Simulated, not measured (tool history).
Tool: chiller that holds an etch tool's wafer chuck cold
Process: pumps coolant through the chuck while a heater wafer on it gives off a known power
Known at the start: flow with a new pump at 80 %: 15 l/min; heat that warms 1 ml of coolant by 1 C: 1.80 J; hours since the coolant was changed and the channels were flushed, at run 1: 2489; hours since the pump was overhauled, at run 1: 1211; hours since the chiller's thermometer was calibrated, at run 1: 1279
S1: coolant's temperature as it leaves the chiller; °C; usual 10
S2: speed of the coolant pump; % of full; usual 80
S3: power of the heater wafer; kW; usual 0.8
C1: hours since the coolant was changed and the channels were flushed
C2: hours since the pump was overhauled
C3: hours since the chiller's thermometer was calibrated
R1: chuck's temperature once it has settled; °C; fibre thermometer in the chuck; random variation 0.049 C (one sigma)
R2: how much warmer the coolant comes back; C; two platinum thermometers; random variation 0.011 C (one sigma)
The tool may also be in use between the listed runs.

Run 1, hour 0: usual settings; C1 2489; C2 1211; C3 1279. Result: R1 16.1 °C, R2 1.79 C.
Run 2, hour 40.2: usual settings but S2 99 % of full; C1 2529; C2 1251; C3 1319. Result: R1 15.16 °C, R2 1.43 C.
Run 3, hour 61.2: usual settings; C1 2550; C2 1272; C3 1340. Result: R1 16.12 °C, R2 1.79 C.
Run 4, hour 92.7: usual settings; C1 2581; C2 1304; C3 1372. Result: R1 16.04 °C, R2 1.79 C.
Run 5, hour 127.6: usual settings; C1 2616; C2 1339; C3 1407. Result: R1 16.1 °C, R2 1.8 C.
Run 6, hour 161.5: usual settings; C1 2650; C2 1372; C3 1441. Result: R1 16.08 °C, R2 1.82 C.
Run 7, hour 179.1: usual settings but S1 18 °C; C1 2668; C2 1390; C3 1458. Result: R1 24.11 °C, R2 1.79 C.
Run 8, hour 211: usual settings; C1 2700; C2 1422; C3 1490. Result: R1 16.01 °C, R2 1.79 C.
Run 9, hour 241.9: usual settings; C1 2731; C2 1453; C3 1521. Result: R1 16.01 °C, R2 1.81 C.
Run 10, hour 282: usual settings; C1 2771; C2 1493; C3 1561. Result: R1 16.05 °C, R2 1.8 C.
Run 11, hour 301.3: usual settings; C1 2790; C2 1512; C3 1580. Result: R1 16.14 °C, R2 1.82 C.
At hour 304.9: chiller's thermometer calibrated.
Run 12, hour 325.9: usual settings; C1 2814; C2 1536; C3 21. Result: R1 16.1 °C, R2 1.82 C.
Run 13, hour 366: usual settings; C1 2854; C2 1576; C3 61. Result: R1 16.21 °C, R2 1.82 C.
At hour 372.4: chiller's thermometer calibrated, once more.
Run 14, hour 407.6: usual settings but S1 7 °C, S2 76 % of full, S3 0.612 kW; C1 2894; C2 1617; C3 35. Result: R1 11.82 °C, R2 1.45 C.
Run 15, hour 435.8: usual settings but S2 92 % of full, S3 0.478 kW; C1 2922; C2 1645; C3 63. Result: R1 13.28 °C, R2 0.91 C.
Run 16, hour 471.8: usual settings but S1 4 °C, S2 92 % of full, S3 0.912 kW; C1 2958; C2 1681; C3 99. Result: R1 10.24 °C, R2 1.79 C.
Run 17, hour 503.6: usual settings but S1 17 °C; C1 2990; C2 1713; C3 131. Result: R1 22.96 °C, R2 1.8 C.
Run 18, hour 526.6: usual settings but S1 17 °C, S2 62 % of full, S3 0.626 kW; C1 3013; C2 1736; C3 154. Result: R1 22.84 °C, R2 1.85 C.
Run 19, hour 561.8: usual settings but S1 17 °C, S2 62 % of full, S3 0.626 kW; C1 3048; C2 1771; C3 189. Result: R1 22.84 °C, R2 1.86 C.
Run 20, hour 581.9: usual settings but S2 68 % of full, S3 1.151 kW; C1 3069; C2 1791; C3 209. Result: R1 19.92 °C, R2 3.11 C.
Run 21, hour 620.4: usual settings but S1 16 °C, S2 61 % of full; C1 3107; C2 1829; C3 248. Result: R1 23.51 °C, R2 2.43 C.
Run 22, hour 638.9: usual settings but S2 62 % of full, S3 0.701 kW; C1 3126; C2 1848; C3 266. Result: R1 16.52 °C, R2 2.09 C.
Run 23, hour 675: usual settings but S2 60 % of full, S3 0.701 kW; C1 3162; C2 1884; C3 303. Result: R1 16.79 °C, R2 2.17 C.
Run 24, hour 701.1: usual settings but S1 1 °C, S2 93 % of full, S3 1.098 kW; C1 3188; C2 1910; C3 329. Result: R1 8.47 °C, R2 2.13 C.
Run 25, hour 733.5: usual settings but S1 1 °C, S2 93 % of full, S3 1.098 kW; C1 3220; C2 1942; C3 361. Result: R1 8.49 °C, R2 2.1 C.

Hidden state or all else? Some run-to-run changes of R1, split into what the settings, what came in and random variation would give without the hidden state, and what is left for the hidden state (with any gauge scatter that isn't in both results):
The hidden state here: heat passed by the chuck's channels, % of clean ones'; flow at a given pump speed, % of a new pump's; coolant's true temperature over the reading, C; drift of the gauge itself on chuck_c, C; drift of the gauge itself on warmer_back_c, C.
Run 13 -> 14: S1 10 -> 7, S2 80 -> 76, S3 0.8 -> 0.612, chiller's thermometer calibrated, once more. R1 -4.39 °C: hidden state -0.15, all else -4.24.
Run 16 -> 17: S1 4 -> 17, S2 92 -> 80, S3 0.912 -> 0.8. R1 +12.72 °C: hidden state -0.01, all else +12.73.
Run 19 -> 20: S1 17 -> 10, S2 62 -> 68, S3 0.626 -> 1.151. R1 -2.92 °C: hidden state +0.19, all else -3.11.
Run 23 -> 24: S1 10 -> 1, S2 60 -> 93, S3 0.701 -> 1.098. R1 -8.32 °C: hidden state +0.05, all else -8.37.

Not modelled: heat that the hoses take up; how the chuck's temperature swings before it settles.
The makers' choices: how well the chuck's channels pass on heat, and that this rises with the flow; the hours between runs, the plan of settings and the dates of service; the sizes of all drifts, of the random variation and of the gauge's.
